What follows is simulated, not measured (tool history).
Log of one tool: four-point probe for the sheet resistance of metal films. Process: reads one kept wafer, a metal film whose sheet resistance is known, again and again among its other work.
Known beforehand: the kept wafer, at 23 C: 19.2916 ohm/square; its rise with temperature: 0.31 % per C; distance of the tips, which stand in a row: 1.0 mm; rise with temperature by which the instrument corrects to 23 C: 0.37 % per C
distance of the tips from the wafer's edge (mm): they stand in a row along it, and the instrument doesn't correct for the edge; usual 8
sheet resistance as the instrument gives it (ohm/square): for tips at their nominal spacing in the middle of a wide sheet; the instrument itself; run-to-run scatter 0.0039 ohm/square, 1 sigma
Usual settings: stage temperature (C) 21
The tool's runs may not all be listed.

run    hour  stage temperature (C)  distance of the tips from the wafer's edge (mm)  sheet resistance as the instrument gives it (ohm/square)
  1       0                     21                                                8                                                 19.802892
  2      46                     21                                                8                                                 19.803543
  3    87.3                     28                                                8                                                 19.738614
      124.2  -- new probe head fitted
  4   129.1                     21                                                5                                                 19.725985
  5   162.2                     21                                                8                                                  19.47684
  6   214.2                     21                                                8                                                 19.480139
  7   259.8                     21                                                8                                                 19.486921
  8   288.4                     21                                                8                                                  19.48992
  9   334.9                     24                                                8                                                 19.458429
 10   381.2                     24                                                8                                                 19.462308
 11   408.6                     24                                                8                                                 19.468642
 12   457.1                     24                                                8                                                 19.469853
 13   501.3                     24                                                8                                                 19.482844
 14     540                     24                                                8                                                 19.478896
 15   598.1                     21                                                6                                                 19.641511
 16   625.2                     21                                               57                                                 19.359485
 17   668.2                     21                                                8                                                 19.519389
 18   720.8                     21                                               67                                                 19.363593
 19   774.1                     21                                               32                                                 19.373787
 20   829.1                     21                                               32                                                 19.379416
 21   871.7                     21                                               32                                                 19.385508
 22   903.5                     21                                               32                                                  19.38675
 23     955                     25                                                6                                                 19.626559
 24   994.4                     25                                                6                                                 19.628166
 25  1026.5                     25                                                6                                                 19.631659
 26  1079.4                     23                                               24                                                 19.387906
     1084.7  -- stage's thermometer calibrated
 27  1116.2                     31                                               21                                                 19.321598
 28  1159.4                     31                                               21                                                 19.326374
 29  1194.8                     20                                               35                                                 19.418024
 30    1235                     23                                                8                                                  19.53793
 31  1266.1                     23                                                8                                                 19.542146
 32  1307.1                     22                                               10                                                 19.503586
 33  1334.8                     22                                               10                                                 19.502324
 34  1362.1                     21                                               37                                                 19.421916
     1384.2  -- stage's thermometer calibrated, once more
 35  1390.8                     24                                               62                                                 19.409044
 36  1445.8                     22                                               71                                                 19.435302
 37  1474.8                     26                                               47                                                 19.395786
 38  1503.4                     26                                               47                                                 19.402749
 39  1558.3                     26                                                8                                                 19.565599
 40  1614.1                     26                                                8                                                 19.566703
 41  1662.7                     26                                                8                                                 19.575027
 42  1699.9                     18                                                4                                                 20.126395
 43  1730.5                     25                                               13                                                 19.494318
 44  1755.7                     30                                                4                                                 20.006625

4 ways to go on from here, each from the tool as it stands after run 44. What would each give?
  A  1782.9                     23                                               63                                                         ?
  B  1782.9                     21                                                8                                                         ?
  C  1782.9                     23                                               25                                                         ?
  D  1782.9                     20                                                7                                                         ?

run  sheet resistance as the instrument gives it (ohm/square)
  A                                                 19.455838
  B                                                 19.636838
  C                                                 19.479395
  D                                                  19.70041
Without the tool's unlogged condition, the same runs would have read:
run  sheet resistance as the instrument gives it (ohm/square)
  A                                                 19.296337
  B                                                 19.475964
  C                                                  19.31971
  D                                                 19.539053

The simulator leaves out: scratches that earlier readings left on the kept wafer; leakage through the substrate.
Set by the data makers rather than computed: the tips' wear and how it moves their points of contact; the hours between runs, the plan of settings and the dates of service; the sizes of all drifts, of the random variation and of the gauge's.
